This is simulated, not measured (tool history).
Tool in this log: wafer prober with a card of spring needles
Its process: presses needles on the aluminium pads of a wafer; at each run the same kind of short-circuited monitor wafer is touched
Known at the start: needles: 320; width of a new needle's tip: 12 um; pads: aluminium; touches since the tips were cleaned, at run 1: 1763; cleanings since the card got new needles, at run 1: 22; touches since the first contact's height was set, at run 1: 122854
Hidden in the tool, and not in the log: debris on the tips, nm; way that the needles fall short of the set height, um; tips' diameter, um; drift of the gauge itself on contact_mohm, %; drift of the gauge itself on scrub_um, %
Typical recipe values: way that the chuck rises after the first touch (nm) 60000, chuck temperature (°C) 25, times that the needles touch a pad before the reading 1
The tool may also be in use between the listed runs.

run   hour  way that the chuck rises after the first touch (nm)  chuck temperature (°C)  times that the needles touch a pad before the reading  touches since the tips were cleaned  cleanings since the card got new needles  touches since the first contact's height was set  resistance of one needle with its contact and lead (mohm)  way that a needle slides on the pad (nm)
  1      0                                                60000                      25                                                      1                                 1763                                        22                                            122854                                                        164                                     12910
      12.6  -- tips cleaned on abrasive film
  2   17.5                                                60000                      25                                                      1                                 1374                                        23                                            127781                                                        156                                     12910
      31.1  -- tips cleaned on abrasive film
  3   38.8                                                60000                      25                                                      1                                 2178                                        24                                            133778                                                        172                                     12840
      49.5  -- tips cleaned on abrasive film
  4   51.9                                                60000                      25                                                      1                                  697                                        25                                            137481                                                        147                                     12690
  5   64.2                                                60000                      25                                                      1                                 4164                                        25                                            140948                                                        190                                     12800
      69.2  -- tips cleaned on abrasive film
  6     86                                                60000                      25                                                      1                                 4760                                        26                                            147091                                                        194                                     12760
      89.2  -- tips cleaned on abrasive film
     107.8  -- tips cleaned on abrasive film
  7  107.8                                                60000                      25                                                      2                                    0                                        28                                            153212                                                        121                                     12850
     126.9  -- tips cleaned on abrasive film
  8  128.5                                                60000                      25                                                      1                                  474                                        29                                            159062                                                        140                                     12820
     145.4  -- tips cleaned on abrasive film
  9  150.2                                                60000                      25                                                      1                                 1371                                        30                                            165183                                                        158                                     12400
       165  -- tips cleaned on abrasive film
 10  167.6                                                60000                      44                                                      1                                  756                                        31                                            170079                                                        148                                     12560
     184.5  -- tips cleaned on abrasive film
 11  187.5                                                60000                      44                                                      1                                  857                                        32                                            175684                                                        151                                     12490
     204.3  -- tips cleaned on abrasive film
 12  209.4                                                60000                      44                                                      1                                 1429                                        33                                            181841                                                        165                                     12600
     223.4  -- tips cleaned on abrasive film
 13  225.6                                                42000                      25                                                      1                                  607                                        34                                            186408                                                        174                                      8480
     241.9  -- tips cleaned on abrasive film
 14  247.6                                                61000                      25                                                      1                                 1639                                        35                                            192626                                                        163                                     12480
       260  -- tips cleaned on abrasive film
 15  260.2                                                48000                      25                                                      2                                   50                                        36                                            196142                                                        125                                     10000

The next listed run, before its measurement:
     278.2  -- tips cleaned on abrasive film
 16  280.9                                                48000                      78                                                      2                                  763                                        37                                            202002                                                          ?                                         ?

Run 16 produced resistance of one needle with its contact and lead (mohm) 152, way that a needle slides on the pad (nm) 9950.
Take away the tool's hidden state, keep the run-to-run variation as it was, and the same run would have given resistance of one needle with its contact and lead (mohm) 127, way that a needle slides on the pad (nm) 10840.
